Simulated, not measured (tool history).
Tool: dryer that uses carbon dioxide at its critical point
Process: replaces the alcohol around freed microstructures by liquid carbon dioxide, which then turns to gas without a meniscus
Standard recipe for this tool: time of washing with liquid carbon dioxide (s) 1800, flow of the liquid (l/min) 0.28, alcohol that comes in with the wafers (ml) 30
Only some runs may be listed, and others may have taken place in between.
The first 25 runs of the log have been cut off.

run	hour	time of washing with liquid carbon dioxide (s)	flow of the liquid (l/min)	alcohol that comes in with the wafers (ml)	hours of work since the filter was changed	hours of work since the purifier's bed was changed	alcohol left in the vessel before it's heated (ppm by volume)
26	845.7	1680	0.369	41	165	334	71
27	883.4	1440	0.369	53	191	360	84
28	927.1	1440	0.369	53	221	390	93
29	965.6	1440	0.369	53	248	417	106
30	1004.2	1800	0.351	36	275	444	70
31	1043.2	1800	0.351	36	301	470	89
32	1085.3	1200	0.408	36	330	499	129
# hour 1094: inlet filter changed
33	1107.5	1200	0.408	36	9	514	117
34	1141	2700	0.169	102	32	537	178
35	1168.7	1800	0.415	54	51	556	86
36	1191.4	1200	0.343	65	67	572	233
37	1213.4	1320	0.28	21	82	587	188
38	1259.4	1320	0.332	21	114	619	138
39	1305.4	1440	0.28	45	146	650	219
40	1336.5	1800	0.254	33	167	672	153
41	1376.3	1860	0.249	36	194	699	143
42	1399	1800	0.443	37	210	715	121

Branching from run 42: 4 alternative next runs. What would each branch give?
A	1431.3	1680	0.417	62	232	737	?
B	1431.3	1320	0.306	104	232	737	?
C	1431.3	1980	0.443	25	232	737	?
D	1431.3	1800	0.273	37	232	737	?

run	alcohol left in the vessel before it's heated (ppm by volume)
A	136
B	395
C	127
D	156
The same runs, with their run-to-run variation unchanged, on a tool lacking any hidden condition would have given:
run	alcohol left in the vessel before it's heated (ppm by volume)
A	16
B	223
C	7
D	28
